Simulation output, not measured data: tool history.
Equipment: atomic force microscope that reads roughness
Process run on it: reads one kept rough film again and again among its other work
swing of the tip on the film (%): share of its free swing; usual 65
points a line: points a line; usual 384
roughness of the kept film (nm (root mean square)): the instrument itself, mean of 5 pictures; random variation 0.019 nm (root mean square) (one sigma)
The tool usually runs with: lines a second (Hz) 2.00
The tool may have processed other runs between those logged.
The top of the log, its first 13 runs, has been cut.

run     day  lines a second (Hz)  swing of the tip on the film (%)  points a line  pictures with this tip  hours of work since the height scale was calibrated  roughness of the kept film (nm (root mean square))
     18.867  -- new tip fitted
 14  20.038                 0.86                                65            384                      38                                                 1617                                               4.478
 15  21.308                 0.86                                65            384                      81                                                 1638                                               4.297
     21.879  -- new tip fitted
 16  22.396                 0.86                                65            384                      17                                                 1656                                               4.549
 17  24.225                 1.33                                65            469                      78                                                 1687                                               4.241
     24.733  -- new tip fitted
 18  26.379                 1.33                                65            469                      55                                                 1723                                               4.371
     27.567  -- new tip fitted
 19  28.179                 0.94                                75            400                      20                                                 1753                                               4.394
 20  29.596                 1.23                                65            796                      67                                                 1777                                               4.324
     30.575  -- new tip fitted
 21  31.479                 2.37                                84            608                      30                                                 1808                                               3.809
 22  32.433                 1.49                                65            951                      62                                                 1824                                               4.293
     33.462  -- new tip fitted
 23  34.054                 0.96                                65            384                      19                                                 1851                                               4.525
 24  36.033                 1.06                                65            384                      85                                                 1884                                               4.251
     36.346  -- new tip fitted
 25  37.404                 0.58                                64            332                      35                                                 1907                                               4.506
 26  38.371                 0.84                                78            883                      67                                                 1923                                               4.228
     39.304  -- new tip fitted
 27  39.508                 3.27                                65            384                       6                                                 1942                                               4.313
 28  40.608                 1.25                                65            384                      43                                                 1960                                               4.364
 29  41.662                 0.76                                77            405                      78                                                 1978                                               4.197
     42.238  -- new tip fitted
 30  43.142                 2.73                                77            405                      31                                                 2003                                               3.879
 31  44.621                 2.73                                77            405                      80                                                 2028                                               3.727

Here are 3 independent what-if runs from the current tool condition. What would each one return?
     45.221  -- new tip fitted
  A  46.254                 2.00                                59            266                      34                                                 2055                                                   ?
     45.221  -- new tip fitted
  B  46.254                 2.82                                60            869                      34                                                 2055                                                   ?
     45.221  -- new tip fitted
  C  46.254                 0.80                                64            862                      34                                                 2055                                                   ?

run  roughness of the kept film (nm (root mean square))
  A                                               4.398
  B                                               4.331
  C                                               4.519
Take away the tool's hidden state, keep each run's random variation, and the runs would have read:
run  roughness of the kept film (nm (root mean square))
  A                                               4.625
  B                                               4.556
  C                                               4.753
